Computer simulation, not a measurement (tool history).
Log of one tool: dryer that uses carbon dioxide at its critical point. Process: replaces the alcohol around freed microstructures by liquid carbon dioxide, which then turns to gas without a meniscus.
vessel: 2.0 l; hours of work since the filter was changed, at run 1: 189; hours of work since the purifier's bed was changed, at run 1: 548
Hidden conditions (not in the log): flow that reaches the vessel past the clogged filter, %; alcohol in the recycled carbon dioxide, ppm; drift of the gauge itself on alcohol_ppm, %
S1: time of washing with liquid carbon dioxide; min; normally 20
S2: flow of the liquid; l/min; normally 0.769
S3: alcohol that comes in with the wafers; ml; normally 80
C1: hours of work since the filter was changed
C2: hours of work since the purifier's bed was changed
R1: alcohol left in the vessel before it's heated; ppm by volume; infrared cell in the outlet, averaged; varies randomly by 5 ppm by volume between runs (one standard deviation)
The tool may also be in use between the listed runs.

{"run": 1, "hour": 0.0, "S1": 20, "S2": 0.769, "S3": 80, "C1": 189, "C2": 548, "R1": 208}
{"run": 2, "hour": 24.8, "S1": 20, "S2": 0.769, "S3": 80, "C1": 202, "C2": 561, "R1": 212}
{"run": 3, "hour": 63.0, "S1": 20, "S2": 0.769, "S3": 80, "C1": 222, "C2": 580, "R1": 226}
{"run": 4, "hour": 104.1, "S1": 20, "S2": 0.769, "S3": 80, "C1": 243, "C2": 602, "R1": 237}
{"run": 5, "hour": 147.5, "S1": 20, "S2": 0.769, "S3": 80, "C1": 265, "C2": 624, "R1": 231}
{"run": 6, "hour": 186.6, "S1": 20, "S2": 0.769, "S3": 80, "C1": 286, "C2": 644, "R1": 251}
{"run": 7, "hour": 229.5, "S1": 29, "S2": 0.769, "S3": 80, "C1": 308, "C2": 667, "R1": 215}
{"hour": 243.3, "done": "purifier's bed changed"}
{"run": 8, "hour": 252.2, "S1": 29, "S2": 0.769, "S3": 80, "C1": 318, "C2": 5, "R1": 6}
{"run": 9, "hour": 272.3, "S1": 29, "S2": 0.769, "S3": 80, "C1": 329, "C2": 15, "R1": 22}
{"run": 10, "hour": 300.0, "S1": 20, "S2": 0.769, "S3": 80, "C1": 343, "C2": 29, "R1": 56}
{"run": 11, "hour": 341.7, "S1": 20, "S2": 0.769, "S3": 50, "C1": 365, "C2": 51, "R1": 43}
{"run": 12, "hour": 384.0, "S1": 20, "S2": 0.769, "S3": 50, "C1": 386, "C2": 73, "R1": 52}
{"run": 13, "hour": 418.2, "S1": 20, "S2": 0.769, "S3": 50, "C1": 404, "C2": 91, "R1": 62}
{"run": 14, "hour": 462.7, "S1": 20, "S2": 0.769, "S3": 50, "C1": 427, "C2": 114, "R1": 69}
{"run": 15, "hour": 500.4, "S1": 20, "S2": 0.769, "S3": 50, "C1": 447, "C2": 133, "R1": 68}
{"run": 16, "hour": 527.8, "S1": 20, "S2": 0.61, "S3": 50, "C1": 461, "C2": 147, "R1": 150}
{"run": 17, "hour": 559.4, "S1": 20, "S2": 0.61, "S3": 50, "C1": 477, "C2": 164, "R1": 163}
{"run": 18, "hour": 604.9, "S1": 20, "S2": 0.769, "S3": 80, "C1": 501, "C2": 187, "R1": 118}
{"hour": 625.6, "done": "inlet filter changed"}
{"run": 19, "hour": 649.6, "S1": 20, "S2": 0.769, "S3": 59, "C1": 12, "C2": 210, "R1": 93}
{"run": 20, "hour": 675.1, "S1": 13, "S2": 0.769, "S3": 80, "C1": 26, "C2": 223, "R1": 394}
{"run": 21, "hour": 699.4, "S1": 13, "S2": 0.769, "S3": 80, "C1": 38, "C2": 236, "R1": 403}
{"run": 22, "hour": 739.3, "S1": 20, "S2": 0.769, "S3": 80, "C1": 59, "C2": 256, "R1": 117}
{"run": 23, "hour": 777.5, "S1": 20, "S2": 0.769, "S3": 80, "C1": 79, "C2": 276, "R1": 121}
{"run": 24, "hour": 806.0, "S1": 20, "S2": 1.067, "S3": 80, "C1": 93, "C2": 291, "R1": 101}
{"run": 25, "hour": 845.9, "S1": 19, "S2": 0.769, "S3": 113, "C1": 114, "C2": 312, "R1": 160}
{"run": 26, "hour": 882.4, "S1": 19, "S2": 0.769, "S3": 113, "C1": 133, "C2": 330, "R1": 177}
{"run": 27, "hour": 908.4, "S1": 16, "S2": 0.769, "S3": 113, "C1": 146, "C2": 344, "R1": 290}
{"run": 28, "hour": 952.1, "S1": 16, "S2": 0.769, "S3": 113, "C1": 169, "C2": 367, "R1": 304}
{"run": 29, "hour": 991.1, "S1": 20, "S2": 0.769, "S3": 101, "C1": 189, "C2": 387, "R1": 173}
{"run": 30, "hour": 1020.4, "S1": 32, "S2": 0.554, "S3": 33, "C1": 204, "C2": 402, "R1": 146}
{"run": 31, "hour": 1066.0, "S1": 26, "S2": 0.769, "S3": 116, "C1": 228, "C2": 425, "R1": 150}
{"run": 32, "hour": 1108.6, "S1": 26, "S2": 0.769, "S3": 116, "C1": 250, "C2": 448, "R1": 158}
{"run": 33, "hour": 1150.1, "S1": 26, "S2": 0.769, "S3": 116, "C1": 272, "C2": 469, "R1": 165}
{"run": 34, "hour": 1170.6, "S1": 12, "S2": 0.625, "S3": 60, "C1": 282, "C2": 480, "R1": 1080}
{"run": 35, "hour": 1204.0, "S1": 12, "S2": 0.625, "S3": 60, "C1": 300, "C2": 497, "R1": 1104}
{"run": 36, "hour": 1248.8, "S1": 22, "S2": 1.303, "S3": 26, "C1": 323, "C2": 520, "R1": 175}
{"run": 37, "hour": 1292.1, "S1": 32, "S2": 0.771, "S3": 47, "C1": 345, "C2": 543, "R1": 189}
{"run": 38, "hour": 1334.6, "S1": 22, "S2": 0.548, "S3": 47, "C1": 367, "C2": 565, "R1": 298}
{"run": 39, "hour": 1358.1, "S1": 22, "S2": 0.548, "S3": 47, "C1": 379, "C2": 577, "R1": 298}
{"run": 40, "hour": 1382.9, "S1": 22, "S2": 0.548, "S3": 47, "C1": 392, "C2": 590, "R1": 291}
{"run": 41, "hour": 1415.0, "S1": 22, "S2": 0.57, "S3": 47, "C1": 409, "C2": 606, "R1": 283}
{"run": 42, "hour": 1453.4, "S1": 18, "S2": 0.469, "S3": 20, "C1": 429, "C2": 626, "R1": 422}
{"run": 43, "hour": 1475.3, "S1": 17, "S2": 1.05, "S3": 40, "C1": 440, "C2": 637, "R1": 229}
{"run": 44, "hour": 1513.7, "S1": 20, "S2": 0.695, "S3": 108, "C1": 460, "C2": 657, "R1": 329}
{"hour": 1547.6, "done": "purifier's bed changed"}
{"run": 45, "hour": 1560.8, "S1": 27, "S2": 1.093, "S3": 35, "C1": 483, "C2": 7, "R1": 10}
{"run": 46, "hour": 1597.6, "S1": 27, "S2": 0.811, "S3": 104, "C1": 502, "C2": 26, "R1": 16}
{"hour": 1617.7, "done": "inlet filter changed"}
{"run": 47, "hour": 1620.4, "S1": 19, "S2": 1, "S3": 80, "C1": 1, "C2": 37, "R1": 18}
{"run": 48, "hour": 1650.9, "S1": 20, "S2": 0.535, "S3": 25, "C1": 17, "C2": 53, "R1": 88}

What if the next run were any one of these 3? Each begins from the tool's condition after run 48:
{"run": "A", "hour": 1670.5, "S1": 21, "S2": 1.119, "S3": 37, "C1": 27, "C2": 63, "R1": "?"}
{"run": "B", "hour": 1670.5, "S1": 20, "S2": 0.769, "S3": 43, "C1": 27, "C2": 63, "R1": "?"}
{"run": "C", "hour": 1670.5, "S1": 19, "S2": 0.755, "S3": 27, "C1": 27, "C2": 63, "R1": "?"}

run=A R1=33
run=B R1=49
run=C R1=37
Had the tool no hidden state, the same runs would have come out as:
run=A R1=12
run=B R1=27
run=C R1=15
